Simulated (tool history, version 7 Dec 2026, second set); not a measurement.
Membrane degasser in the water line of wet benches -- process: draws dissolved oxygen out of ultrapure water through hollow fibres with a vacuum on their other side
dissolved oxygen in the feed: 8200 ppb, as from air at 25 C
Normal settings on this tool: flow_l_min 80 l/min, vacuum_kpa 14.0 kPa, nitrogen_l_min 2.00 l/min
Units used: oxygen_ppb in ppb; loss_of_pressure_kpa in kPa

run,hour,flow_l_min,vacuum_kpa,nitrogen_l_min,oxygen_ppb,loss_of_pressure_kpa
1,0.0,80,14.0,2.00,811.0,45.06
2,106.5,80,14.0,2.00,811.6,45.04
3,171.5,80,14.0,2.00,811.4,44.79
4,230.5,80,14.0,2.00,811.2,45.13
# hour 280.7: seals of the vacuum lines changed
5,292.8,80,14.0,2.00,812.6,45.06
6,362.2,80,14.0,2.00,806.8,45.17
7,467.7,80,14.0,2.00,812.0,45.24
8,541.7,80,14.0,1.61,946.3,45.14
9,607.4,80,14.0,1.61,950.9,45.08
10,693.0,80,14.0,1.61,951.8,45.14
11,773.7,80,14.0,3.19,570.0,45.51
12,840.4,80,14.0,3.19,571.8,45.25
13,910.8,80,14.0,4.25,454.2,45.34
14,987.4,80,14.0,4.25,452.1,44.92
15,1081.3,80,14.0,2.00,819.3,45.37
16,1189.7,80,14.0,2.00,815.9,45.47
17,1248.9,80,14.0,2.00,817.2,45.34
18,1306.1,80,14.0,2.00,812.2,45.41
19,1378.1,53,19.7,0.99,1437.1,29.84
20,1486.7,74,29.0,1.96,1656.2,41.39
# hour 1494.4: vacuum gauge calibrated
21,1549.9,80,14.0,1.33,1088.7,44.88
22,1636.6,72,18.2,1.33,1345.5,40.96
23,1692.9,59,18.2,1.20,1254.1,33.81
24,1772.0,59,18.2,1.20,1255.8,33.17
# hour 1823.3: vacuum gauge calibrated, once more
25,1825.3,59,12.3,1.20,793.7,33.28
26,1913.8,59,12.3,1.20,796.4,33.62
27,1991.3,109,13.1,2.00,981.8,61.82
28,2101.3,79,25.9,1.83,1633.3,45.12
29,2156.5,79,11.2,3.12,435.8,44.80
30,2211.7,82,12.2,1.20,1006.7,46.76
31,2282.5,82,12.2,1.20,1003.0,46.69

Some steps in oxygen_ppb, run to run, broken into two amounts with sign: the step expected even without the hidden condition (settings, incoming material, random variation), and the rest, left for the hidden condition together with whatever gauge scatter is not in both the measured and the hidden-condition-free result:
What the log doesn't record here: membrane still open, %; true pressure behind the membrane over the reading, kPa; air that leaks in behind the membrane, l/min; drift of the gauge itself on oxygen_ppb, %; drift of the gauge itself on loss_of_pressure_kpa, %.
Run 18 -> 19: flow_l_min 80 -> 53, vacuum_kpa 14.0 -> 19.7, nitrogen_l_min 2.00 -> 0.99. oxygen_ppb +624.9 ppb: hidden state -1.0, all else +625.9.
Run 20 -> 21: flow_l_min 74 -> 80, vacuum_kpa 29.0 -> 14.0, nitrogen_l_min 1.96 -> 1.33, vacuum gauge calibrated. oxygen_ppb -567.5 ppb: hidden state +4.4, all else -571.9.
Run 24 -> 25: vacuum_kpa 18.2 -> 12.3, vacuum gauge calibrated, once more. oxygen_ppb -462.1 ppb: hidden state -5.3, all else -456.8.
Run 26 -> 27: flow_l_min 59 -> 109, vacuum_kpa 12.3 -> 13.1, nitrogen_l_min 1.20 -> 2.00. oxygen_ppb +185.4 ppb: hidden state +4.5, all else +180.9.
Run 27 -> 28: flow_l_min 109 -> 79, vacuum_kpa 13.1 -> 25.9, nitrogen_l_min 2.00 -> 1.83. oxygen_ppb +651.5 ppb: hidden state -3.1, all else +654.6.
Run 28 -> 29: vacuum_kpa 25.9 -> 11.2, nitrogen_l_min 1.83 -> 3.12. oxygen_ppb -1197.5 ppb: hidden state +0.3, all else -1197.8.

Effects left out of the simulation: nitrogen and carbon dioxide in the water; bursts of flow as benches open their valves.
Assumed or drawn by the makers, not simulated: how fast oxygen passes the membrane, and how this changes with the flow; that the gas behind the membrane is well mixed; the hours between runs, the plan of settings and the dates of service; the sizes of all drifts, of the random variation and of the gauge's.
